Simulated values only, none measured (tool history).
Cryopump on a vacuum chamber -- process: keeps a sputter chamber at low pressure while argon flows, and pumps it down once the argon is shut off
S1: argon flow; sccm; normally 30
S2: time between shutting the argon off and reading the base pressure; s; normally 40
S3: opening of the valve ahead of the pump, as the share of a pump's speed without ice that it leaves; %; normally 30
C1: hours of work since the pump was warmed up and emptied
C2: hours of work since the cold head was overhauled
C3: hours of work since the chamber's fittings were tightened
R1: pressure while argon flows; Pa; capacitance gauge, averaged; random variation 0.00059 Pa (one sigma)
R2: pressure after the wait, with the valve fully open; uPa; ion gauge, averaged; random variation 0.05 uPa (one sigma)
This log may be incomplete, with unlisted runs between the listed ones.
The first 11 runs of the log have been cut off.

run 12 hour=126.2 | S1=30 S2=29 S3=30 | C1=286 C2=286 C3=1563 | R1=0.156 R2=5.99
run 13 hour=140.9 | S1=30 S2=40 S3=30 | C1=297 C2=297 C3=1575 | R1=0.1565 R2=5.15
run 14 hour=151.4 | S1=30 S2=40 S3=30 | C1=305 C2=305 C3=1583 | R1=0.1582 R2=5.05
run 15 hour=165.1 | S1=30 S2=40 S3=30 | C1=316 C2=316 C3=1594 | R1=0.1573 R2=5.17
run 16 hour=176.4 | S1=30 S2=40 S3=30 | C1=325 C2=325 C3=1603 | R1=0.1572 R2=5.28
run 17 hour=185.1 | S1=30 S2=40 S3=30 | C1=332 C2=332 C3=1609 | R1=0.1576 R2=5.09
run 18 hour=194.7 | S1=30 S2=40 S3=31 | C1=339 C2=339 C3=1617 | R1=0.1527 R2=5.24
run 19 hour=208.5 | S1=30 S2=40 S3=31 | C1=350 C2=350 C3=1628 | R1=0.1545 R2=5.11
run 20 hour=222.6 | S1=30 S2=40 S3=31 | C1=361 C2=361 C3=1639 | R1=0.1532 R2=5.19
run 21 hour=238.2 | S1=34 S2=80 S3=31 | C1=373 C2=373 C3=1651 | R1=0.174 R2=3.83
run 22 hour=252.3 | S1=30 S2=40 S3=38 | C1=384 C2=384 C3=1662 | R1=0.1256 R2=5.24
run 23 hour=259.5 | S1=36 S2=87 S3=15 | C1=390 C2=390 C3=1668 | R1=0.3743 R2=3.75
run 24 hour=267.8 | S1=30 S2=40 S3=16 | C1=396 C2=396 C3=1674 | R1=0.2931 R2=5.35
run 25 hour=279.5 | S1=30 S2=40 S3=16 | C1=405 C2=405 C3=1683 | R1=0.2935 R2=5.19
run 26 hour=294.6 | S1=47 S2=21 S3=18 | C1=417 C2=417 C3=1695 | R1=0.409 R2=8.03
run 27 hour=311.1 | S1=40 S2=21 S3=18 | C1=430 C2=430 C3=1708 | R1=0.3499 R2=7.68
run 28 hour=324 | S1=30 S2=80 S3=44 | C1=440 C2=440 C3=1718 | R1=0.1099 R2=3.92
run 29 hour=336.4 | S1=22 S2=40 S3=30 | C1=450 C2=450 C3=1728 | R1=0.1167 R2=5.46
run 30 hour=349.4 | S1=22 S2=40 S3=30 | C1=460 C2=460 C3=1738 | R1=0.1169 R2=5.51
run 31 hour=357.9 | S1=37 S2=40 S3=30 | C1=467 C2=467 C3=1744 | R1=0.1966 R2=5.47
-- hour=363.9 leaking fittings of the chamber tightened, without venting
run 32 hour=369.1 | S1=37 S2=40 S3=30 | C1=474 C2=474 C3=4 | R1=0.1963 R2=3.14
run 33 hour=381.8 | S1=37 S2=40 S3=20 | C1=484 C2=484 C3=14 | R1=0.291 R2=3.19
run 34 hour=395.8 | S1=14 S2=40 S3=20 | C1=495 C2=495 C3=25 | R1=0.1102 R2=3.13
run 35 hour=405.3 | S1=14 S2=40 S3=20 | C1=502 C2=502 C3=32 | R1=0.1107 R2=3.14

Each row is a separate what-if for the run after 35, all from the same tool condition, not one after another. Results?
run A hour=413.3 | S1=14 S2=22 S3=20 | C1=508 C2=508 C3=39 | R1=? R2=?
run B hour=413.3 | S1=13 S2=98 S3=16 | C1=508 C2=508 C3=39 | R1=? R2=?
run C hour=413.3 | S1=30 S2=83 S3=30 | C1=508 C2=508 C3=39 | R1=? R2=?

run=A R1=0.1102 R2=5.52
run=B R1=0.128 R2=1.55
run=C R1=0.1595 R2=1.67
Without the tool's hidden state the same runs would have given:
run=A R1=0.1078 R2=5.39
run=B R1=0.1258 R2=1.42
run=C R1=0.1545 R2=1.54

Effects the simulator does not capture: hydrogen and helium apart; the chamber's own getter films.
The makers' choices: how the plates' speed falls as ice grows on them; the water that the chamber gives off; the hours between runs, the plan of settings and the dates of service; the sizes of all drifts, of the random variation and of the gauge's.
